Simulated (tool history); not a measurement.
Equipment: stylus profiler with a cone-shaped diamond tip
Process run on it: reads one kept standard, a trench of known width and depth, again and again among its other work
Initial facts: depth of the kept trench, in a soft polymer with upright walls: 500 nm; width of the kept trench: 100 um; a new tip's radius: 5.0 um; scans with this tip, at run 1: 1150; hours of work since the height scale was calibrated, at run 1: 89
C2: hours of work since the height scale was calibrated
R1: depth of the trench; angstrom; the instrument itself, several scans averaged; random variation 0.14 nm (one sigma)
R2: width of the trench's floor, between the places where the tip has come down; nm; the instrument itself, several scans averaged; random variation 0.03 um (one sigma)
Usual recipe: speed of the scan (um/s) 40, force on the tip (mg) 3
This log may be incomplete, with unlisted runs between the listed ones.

Run 1, day 0: usual settings; scans with this tip 1150; C2 89. Result: R1 5060.9 angstrom, R2 95320 nm.
Run 2, day 0.908: usual settings; scans with this tip 1277; C2 98. Result: R1 5061.7 angstrom, R2 95350 nm.
Run 3, day 1.996: usual settings; scans with this tip 1429; C2 110. Result: R1 5062.7 angstrom, R2 95290 nm.
Run 4, day 2.808: usual settings; scans with this tip 1543; C2 119. Result: R1 5064.8 angstrom, R2 95220 nm.
Run 5, day 3.533: usual settings; scans with this tip 1645; C2 127. Result: R1 5062.1 angstrom, R2 95240 nm.
Run 6, day 4.8: usual settings; scans with this tip 1822; C2 140. Result: R1 5063.1 angstrom, R2 95170 nm.
Run 7, day 5.438: usual settings but force on the tip (mg) 7.25; scans with this tip 1911; C2 147. Result: R1 5111.9 angstrom, R2 95180 nm.
Run 8, day 6.129: usual settings but force on the tip (mg) 6.64; scans with this tip 2008; C2 155. Result: R1 5104.3 angstrom, R2 95120 nm.
Run 9, day 7.296: usual settings but force on the tip (mg) 6.64; scans with this tip 2170; C2 167. Result: R1 5102.9 angstrom, R2 95150 nm.
Run 10, day 8.067: usual settings but force on the tip (mg) 6.64; scans with this tip 2279; C2 176. Result: R1 5102.8 angstrom, R2 95080 nm.
Run 11, day 9.146: usual settings but speed of the scan (um/s) 43, force on the tip (mg) 5.81; scans with this tip 2430; C2 187. Result: R1 5097.3 angstrom, R2 95070 nm.
Run 12, day 9.842: usual settings but speed of the scan (um/s) 43, force on the tip (mg) 4.36; scans with this tip 2527; C2 195. Result: R1 5080.8 angstrom, R2 95100 nm.
Run 13, day 10.85: usual settings but speed of the scan (um/s) 12, force on the tip (mg) 6.68; scans with this tip 2668; C2 206. Result: R1 5106.4 angstrom, R2 95090 nm.
Run 14, day 11.929: usual settings but speed of the scan (um/s) 12, force on the tip (mg) 6.68; scans with this tip 2819; C2 217. Result: R1 5104.6 angstrom, R2 95020 nm.
Run 15, day 13.092: usual settings but speed of the scan (um/s) 12, force on the tip (mg) 6.68; scans with this tip 2982; C2 230. Result: R1 5106.6 angstrom, R2 94990 nm.
Run 16, day 14.021: usual settings but force on the tip (mg) 3.11; scans with this tip 3111; C2 240. Result: R1 5068 angstrom, R2 94900 nm.
Run 17, day 14.588: usual settings but speed of the scan (um/s) 18; scans with this tip 3190; C2 246. Result: R1 5065.3 angstrom, R2 94960 nm.

Each row is a separate what-if for the run after 17, all from the same tool condition, not one after another. Results?
Run A, day 15.558: usual settings but speed of the scan (um/s) 106, force on the tip (mg) 5.18; scans with this tip 3326; C2 256. Result: R1 ?, R2 ?.
Run B, day 15.558: usual settings but speed of the scan (um/s) 74, force on the tip (mg) 1.55; scans with this tip 3326; C2 256. Result: R1 ?, R2 ?.
Run C, day 15.558: usual settings but speed of the scan (um/s) 17, force on the tip (mg) 6.2; scans with this tip 3326; C2 256. Result: R1 ?, R2 ?.
Run D, day 15.558: usual settings but speed of the scan (um/s) 45; scans with this tip 3326; C2 256. Result: R1 ?, R2 ?.

run      R1     R2
  A  5093.9  94810
  B  5044.3  94770
  C  5103.6  94860
  D  5066.4  94920
The same runs, with their run-to-run variation unchanged, on a tool lacking any hidden condition would have given:
run      R1     R2
  A  5086.8  95520
  B  5037.3  95480
  C  5096.5  95570
  D  5059.3  95640
